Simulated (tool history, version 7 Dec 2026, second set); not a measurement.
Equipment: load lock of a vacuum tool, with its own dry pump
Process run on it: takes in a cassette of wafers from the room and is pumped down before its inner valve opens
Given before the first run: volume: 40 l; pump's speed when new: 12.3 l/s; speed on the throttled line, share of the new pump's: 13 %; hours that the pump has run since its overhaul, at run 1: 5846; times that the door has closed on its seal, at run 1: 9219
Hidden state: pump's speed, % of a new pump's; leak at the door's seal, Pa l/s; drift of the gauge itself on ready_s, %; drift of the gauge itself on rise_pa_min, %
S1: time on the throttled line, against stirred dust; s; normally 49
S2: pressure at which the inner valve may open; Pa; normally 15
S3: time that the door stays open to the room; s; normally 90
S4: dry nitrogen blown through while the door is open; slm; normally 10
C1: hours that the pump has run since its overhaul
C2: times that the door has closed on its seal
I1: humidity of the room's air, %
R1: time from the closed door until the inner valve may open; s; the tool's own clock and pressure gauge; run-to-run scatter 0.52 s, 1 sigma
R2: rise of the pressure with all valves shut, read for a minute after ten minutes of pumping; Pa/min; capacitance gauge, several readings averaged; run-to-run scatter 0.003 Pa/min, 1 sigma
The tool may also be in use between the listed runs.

run 1 day=0.000 | S1=49 S2=15 S3=90 S4=10 | C1=5846 C2=9219 | I1=45.8 | R1=74.7 R2=0.063
run 2 day=2.246 | S1=49 S2=15 S3=34 S4=10 | C1=5900 C2=9488 | I1=43.7 | R1=73.5 R2=0.060
run 3 day=4.429 | S1=49 S2=15 S3=90 S4=10 | C1=5952 C2=9749 | I1=44.0 | R1=74.9 R2=0.062
run 4 day=7.975 | S1=49 S2=15 S3=90 S4=10 | C1=6037 C2=10172 | I1=43.0 | R1=74.0 R2=0.067
run 5 day=12.350 | S1=49 S2=11 S3=90 S4=10 | C1=6142 C2=10696 | I1=46.0 | R1=76.1 R2=0.069
run 6 day=16.083 | S1=49 S2=19 S3=90 S4=10 | C1=6232 C2=11142 | I1=47.3 | R1=73.8 R2=0.072
run 7 day=18.917 | S1=49 S2=19 S3=90 S4=10 | C1=6300 C2=11481 | I1=43.9 | R1=73.4 R2=0.073
run 8 day=22.688 | S1=49 S2=15 S3=90 S4=34 | C1=6391 C2=11931 | I1=46.8 | R1=73.8 R2=0.061
run 9 day=25.054 | S1=49 S2=15 S3=90 S4=34 | C1=6447 C2=12214 | I1=47.5 | R1=74.2 R2=0.064
run 10 day=29.579 | S1=49 S2=15 S3=90 S4=34 | C1=6556 C2=12755 | I1=46.8 | R1=75.7 R2=0.065
run 11 day=33.454 | S1=49 S2=15 S3=90 S4=34 | C1=6649 C2=13218 | I1=42.2 | R1=73.8 R2=0.070
run 12 day=37.854 | S1=49 S2=15 S3=90 S4=10 | C1=6755 C2=13744 | I1=43.3 | R1=75.4 R2=0.084
run 13 day=42.375 | S1=49 S2=15 S3=90 S4=10 | C1=6863 C2=14284 | I1=43.5 | R1=75.2 R2=0.090
run 14 day=46.888 | S1=49 S2=15 S3=90 S4=10 | C1=6971 C2=14824 | I1=42.6 | R1=74.6 R2=0.092
run 15 day=49.546 | S1=49 S2=15 S3=90 S4=10 | C1=7035 C2=15142 | I1=46.3 | R1=75.3 R2=0.097
run 16 day=51.579 | S1=49 S2=15 S3=90 S4=10 | C1=7084 C2=15385 | I1=46.3 | R1=75.2 R2=0.093
run 17 day=55.762 | S1=49 S2=15 S3=90 S4=10 | C1=7184 C2=15885 | I1=43.3 | R1=75.4 R2=0.099
run 18 day=60.429 | S1=49 S2=15 S3=90 S4=10 | C1=7296 C2=16443 | I1=43.2 | R1=75.2 R2=0.097
run 19 day=62.317 | S1=49 S2=15 S3=90 S4=10 | C1=7342 C2=16668 | I1=45.0 | R1=74.7 R2=0.099
run 20 day=66.738 | S1=49 S2=15 S3=90 S4=10 | C1=7448 C2=17197 | I1=44.1 | R1=75.0 R2=0.106
run 21 day=70.800 | S1=36 S2=16 S3=78 S4=8 | C1=7545 C2=17682 | I1=45.9 | R1=65.2 R2=0.108
run 22 day=73.975 | S1=36 S2=16 S3=78 S4=8 | C1=7621 C2=18062 | I1=43.6 | R1=64.6 R2=0.110
run 23 day=77.646 | S1=26 S2=21 S3=90 S4=10 | C1=7710 C2=18501 | I1=42.1 | R1=55.3 R2=0.119
run 24 day=82.258 | S1=36 S2=21 S3=90 S4=13 | C1=7820 C2=19052 | I1=48.5 | R1=63.0 R2=0.115
run 25 day=86.321 | S1=49 S2=15 S3=90 S4=42 | C1=7918 C2=19537 | I1=43.8 | R1=76.4 R2=0.103
run 26 day=89.742 | S1=49 S2=15 S3=90 S4=42 | C1=8000 C2=19946 | I1=43.6 | R1=75.3 R2=0.101
run 27 day=91.838 | S1=49 S2=15 S3=90 S4=42 | C1=8050 C2=20197 | I1=45.7 | R1=76.2 R2=0.115
run 28 day=94.921 | S1=32 S2=14 S3=198 S4=10 | C1=8124 C2=20566 | I1=45.6 | R1=62.0 R2=0.142
run 29 day=97.129 | S1=32 S2=14 S3=198 S4=10 | C1=8177 C2=20829 | I1=42.4 | R1=61.1 R2=0.138
run 30 day=99.000 | S1=32 S2=14 S3=198 S4=10 | C1=8222 C2=21053 | I1=43.2 | R1=61.7 R2=0.140
run 31 day=100.958 | S1=32 S2=14 S3=198 S4=10 | C1=8269 C2=21287 | I1=47.8 | R1=62.3 R2=0.152
run 32 day=104.562 | S1=49 S2=20 S3=226 S4=10 | C1=8356 C2=21718 | I1=45.5 | R1=74.8 R2=0.150
run 33 day=107.667 | S1=40 S2=15 S3=66 S4=5 | C1=8430 C2=22089 | I1=45.4 | R1=68.7 R2=0.143
run 34 day=112.038 | S1=52 S2=15 S3=40 S4=10 | C1=8535 C2=22612 | I1=49.2 | R1=79.8 R2=0.138
run 35 day=114.196 | S1=52 S2=15 S3=40 S4=10 | C1=8587 C2=22869 | I1=45.7 | R1=78.7 R2=0.137
run 36 day=117.592 | S1=49 S2=15 S3=69 S4=10 | C1=8668 C2=23276 | I1=45.2 | R1=76.0 R2=0.141
run 37 day=120.575 | S1=49 S2=15 S3=90 S4=5 | C1=8740 C2=23632 | I1=42.9 | R1=76.4 R2=0.147

Measured result minus the same run's result without the hidden state. Both carry the same run-to-run variation, though not necessarily the same gauge scatter:
run=1 R1=+2.9 R2=+0.035
run=2 R1=+2.9 R2=+0.036
run=3 R1=+3.0 R2=+0.037
run=4 R1=+3.1 R2=+0.039
run=5 R1=+3.2 R2=+0.041
run=6 R1=+3.0 R2=+0.043
run=7 R1=+3.1 R2=+0.044
run=8 R1=+3.3 R2=+0.046
run=9 R1=+3.3 R2=+0.047
run=10 R1=+3.5 R2=+0.051
run=11 R1=+3.5 R2=+0.054
run=12 R1=+3.6 R2=+0.056
run=13 R1=+3.6 R2=+0.060
run=14 R1=+3.6 R2=+0.063
run=15 R1=+3.7 R2=+0.066
run=16 R1=+3.7 R2=+0.065
run=17 R1=+3.8 R2=+0.070
run=18 R1=+3.9 R2=+0.072
run=19 R1=+3.9 R2=+0.073
run=20 R1=+4.0 R2=+0.077
run=21 R1=+4.3 R2=+0.080
run=22 R1=+4.3 R2=+0.082
run=23 R1=+4.5 R2=+0.085
run=24 R1=+4.3 R2=+0.088
run=25 R1=+4.3 R2=+0.093
run=26 R1=+4.4 R2=+0.096
run=27 R1=+4.4 R2=+0.097
run=28 R1=+4.9 R2=+0.099
run=29 R1=+4.8 R2=+0.102
run=30 R1=+4.9 R2=+0.103
run=31 R1=+5.0 R2=+0.104
run=32 R1=+4.4 R2=+0.106
run=33 R1=+4.9 R2=+0.109
run=34 R1=+4.7 R2=+0.117
run=35 R1=+4.7 R2=+0.114
run=36 R1=+4.8 R2=+0.117
run=37 R1=+4.9 R2=+0.120
